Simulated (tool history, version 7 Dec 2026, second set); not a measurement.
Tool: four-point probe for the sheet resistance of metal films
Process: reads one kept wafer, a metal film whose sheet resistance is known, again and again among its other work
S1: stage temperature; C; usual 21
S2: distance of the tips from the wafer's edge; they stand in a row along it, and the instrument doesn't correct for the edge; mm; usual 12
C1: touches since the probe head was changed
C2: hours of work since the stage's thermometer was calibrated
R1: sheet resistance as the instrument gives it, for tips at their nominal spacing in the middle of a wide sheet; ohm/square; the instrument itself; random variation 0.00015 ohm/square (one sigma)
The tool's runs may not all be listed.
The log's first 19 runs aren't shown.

| run | hour | S1 | S2 | C1 | C2 | R1 |
|---|---|---|---|---|---|---|
| 20 | 1373.8 | 21 | 12 | 3736 | 1824 | 0.758789 |
|  | 1398.6 | stage's thermometer calibrated |
| 21 | 1436.1 | 21 | 12 | 6446 | 26 | 0.75938 |
| 22 | 1517 | 21 | 12 | 9993 | 82 | 0.759355 |
| 23 | 1593.7 | 21 | 5 | 13354 | 135 | 0.762792 |
| 24 | 1694 | 24 | 24 | 17754 | 204 | 0.760378 |
| 25 | 1743.3 | 24 | 24 | 19916 | 238 | 0.76003 |
| 26 | 1825 | 21 | 69 | 23496 | 295 | 0.757943 |
| 27 | 1902.8 | 21 | 50 | 26906 | 349 | 0.757555 |
| 28 | 1977 | 24 | 49 | 30161 | 400 | 0.759693 |
| 29 | 2062 | 24 | 49 | 33886 | 459 | 0.759023 |
| 30 | 2117.1 | 24 | 49 | 36301 | 497 | 0.759458 |
| 31 | 2172.1 | 26 | 9 | 38714 | 535 | 0.761402 |
| 32 | 2212.8 | 26 | 9 | 40495 | 563 | 0.761301 |
| 33 | 2310.6 | 19 | 4 | 44786 | 631 | 0.76198 |
| 34 | 2351.4 | 24 | 12 | 46572 | 659 | 0.759386 |
| 35 | 2392.5 | 24 | 12 | 48375 | 687 | 0.75935 |
| 36 | 2460.9 | 27 | 6 | 51375 | 735 | 0.763321 |
| 37 | 2545.5 | 19 | 49 | 55081 | 793 | 0.754987 |
| 38 | 2597.9 | 34 | 5 | 57379 | 830 | 0.768508 |
| 39 | 2698.9 | 20 | 15 | 61808 | 899 | 0.755688 |
| 40 | 2792.1 | 21 | 64 | 65893 | 964 | 0.755582 |
| 41 | 2848.1 | 19 | 64 | 68350 | 1003 | 0.754127 |
| 42 | 2894.8 | 30 | 12 | 70395 | 1035 | 0.761954 |
| 43 | 2938.9 | 31 | 12 | 72331 | 1065 | 0.762476 |
| 44 | 3024.9 | 21 | 13 | 76099 | 1125 | 0.7556 |

Forecast each of these 5 alternatives for the next run:
| A | 3068.9 | 19 | 13 | 78026 | 1155 | ? |
| B | 3068.9 | 26 | 12 | 78026 | 1155 | ? |
| C | 3068.9 | 29 | 3 | 78026 | 1155 | ? |
| D | 3068.9 | 24 | 65 | 78026 | 1155 | ? |
| E | 3068.9 | 27 | 12 | 78026 | 1155 | ? |

| run | R1 |
|---|---|
| A | 0.754303 |
| B | 0.75896 |
| C | 0.77125 |
| D | 0.756693 |
| E | 0.759698 |
Without the tool's hidden state the same runs would have given:
| run | R1 |
|---|---|
| A | 0.756454 |
| B | 0.761107 |
| C | 0.773424 |
| D | 0.758839 |
| E | 0.761846 |

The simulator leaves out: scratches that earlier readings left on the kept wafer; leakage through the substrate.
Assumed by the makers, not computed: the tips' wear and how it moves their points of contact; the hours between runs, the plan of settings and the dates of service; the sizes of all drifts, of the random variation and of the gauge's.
